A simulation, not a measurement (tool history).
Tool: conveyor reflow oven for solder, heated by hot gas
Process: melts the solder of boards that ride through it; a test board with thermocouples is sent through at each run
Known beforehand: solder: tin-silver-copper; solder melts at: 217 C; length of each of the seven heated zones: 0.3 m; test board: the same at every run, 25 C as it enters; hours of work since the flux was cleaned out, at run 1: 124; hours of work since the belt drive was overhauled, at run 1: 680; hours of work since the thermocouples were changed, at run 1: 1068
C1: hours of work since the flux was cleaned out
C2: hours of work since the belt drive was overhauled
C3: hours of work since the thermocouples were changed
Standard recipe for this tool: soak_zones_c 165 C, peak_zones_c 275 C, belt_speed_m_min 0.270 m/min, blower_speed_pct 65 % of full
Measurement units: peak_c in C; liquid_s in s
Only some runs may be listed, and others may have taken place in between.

{"run": 1, "hour": 0.0, "soak_zones_c": 165, "peak_zones_c": 275, "belt_speed_m_min": 0.27, "blower_speed_pct": 65, "C1": 124, "C2": 680, "C3": 1068, "peak_c": 262.8, "liquid_s": 108.3}
{"run": 2, "hour": 15.7, "soak_zones_c": 165, "peak_zones_c": 275, "belt_speed_m_min": 0.27, "blower_speed_pct": 65, "C1": 133, "C2": 689, "C3": 1078, "peak_c": 262.7, "liquid_s": 108.7}
{"run": 3, "hour": 30.9, "soak_zones_c": 165, "peak_zones_c": 275, "belt_speed_m_min": 0.27, "blower_speed_pct": 65, "C1": 142, "C2": 699, "C3": 1087, "peak_c": 263.1, "liquid_s": 108.5}
{"run": 4, "hour": 57.2, "soak_zones_c": 165, "peak_zones_c": 275, "belt_speed_m_min": 0.27, "blower_speed_pct": 65, "C1": 158, "C2": 714, "C3": 1103, "peak_c": 263.0, "liquid_s": 108.6}
{"run": 5, "hour": 84.2, "soak_zones_c": 165, "peak_zones_c": 275, "belt_speed_m_min": 0.27, "blower_speed_pct": 85, "C1": 174, "C2": 730, "C3": 1119, "peak_c": 266.9, "liquid_s": 113.3}
{"run": 6, "hour": 109.1, "soak_zones_c": 165, "peak_zones_c": 275, "belt_speed_m_min": 0.27, "blower_speed_pct": 85, "C1": 189, "C2": 745, "C3": 1134, "peak_c": 266.9, "liquid_s": 113.9}
{"run": 7, "hour": 125.1, "soak_zones_c": 153, "peak_zones_c": 285, "belt_speed_m_min": 0.319, "blower_speed_pct": 52, "C1": 199, "C2": 755, "C3": 1143, "peak_c": 258.9, "liquid_s": 80.3}
{"run": 8, "hour": 142.2, "soak_zones_c": 153, "peak_zones_c": 285, "belt_speed_m_min": 0.319, "blower_speed_pct": 52, "C1": 209, "C2": 765, "C3": 1154, "peak_c": 258.7, "liquid_s": 80.3}
{"run": 9, "hour": 163.0, "soak_zones_c": 178, "peak_zones_c": 275, "belt_speed_m_min": 0.27, "blower_speed_pct": 88, "C1": 221, "C2": 778, "C3": 1166, "peak_c": 268.8, "liquid_s": 121.0}
{"run": 10, "hour": 190.1, "soak_zones_c": 178, "peak_zones_c": 280, "belt_speed_m_min": 0.27, "blower_speed_pct": 75, "C1": 238, "C2": 794, "C3": 1182, "peak_c": 270.9, "liquid_s": 122.5}
{"hour": 202.7, "done": "flux residue cleaned out of gas plates and filters"}
{"run": 11, "hour": 221.7, "soak_zones_c": 178, "peak_zones_c": 280, "belt_speed_m_min": 0.27, "blower_speed_pct": 75, "C1": 11, "C2": 810, "C3": 1198, "peak_c": 270.9, "liquid_s": 122.4}

Forecast each of these 5 alternatives for the next run:
{"run": "A", "hour": 235.4, "soak_zones_c": 160, "peak_zones_c": 280, "belt_speed_m_min": 0.286, "blower_speed_pct": 75, "C1": 20, "C2": 818, "C3": 1206, "peak_c": "?", "liquid_s": "?"}
{"run": "B", "hour": 235.4, "soak_zones_c": 174, "peak_zones_c": 285, "belt_speed_m_min": 0.267, "blower_speed_pct": 75, "C1": 20, "C2": 818, "C3": 1206, "peak_c": "?", "liquid_s": "?"}
{"run": "C", "hour": 235.4, "soak_zones_c": 152, "peak_zones_c": 280, "belt_speed_m_min": 0.292, "blower_speed_pct": 75, "C1": 20, "C2": 818, "C3": 1206, "peak_c": "?", "liquid_s": "?"}
{"run": "D", "hour": 235.4, "soak_zones_c": 178, "peak_zones_c": 280, "belt_speed_m_min": 0.268, "blower_speed_pct": 75, "C1": 20, "C2": 818, "C3": 1206, "peak_c": "?", "liquid_s": "?"}
{"run": "E", "hour": 235.4, "soak_zones_c": 165, "peak_zones_c": 275, "belt_speed_m_min": 0.252, "blower_speed_pct": 78, "C1": 20, "C2": 818, "C3": 1206, "peak_c": "?", "liquid_s": "?"}

run=A peak_c=267.7 liquid_s=104.5
run=B peak_c=275.6 liquid_s=124.6
run=C peak_c=266.5 liquid_s=97.6
run=D peak_c=271.5 liquid_s=123.2
run=E peak_c=267.5 liquid_s=122.0
With no hidden state in the tool, these same runs would have given:
run=A peak_c=267.7 liquid_s=104.4
run=B peak_c=275.6 liquid_s=124.5
run=C peak_c=266.5 liquid_s=97.5
run=D peak_c=271.6 liquid_s=123.1
run=E peak_c=267.6 liquid_s=121.9
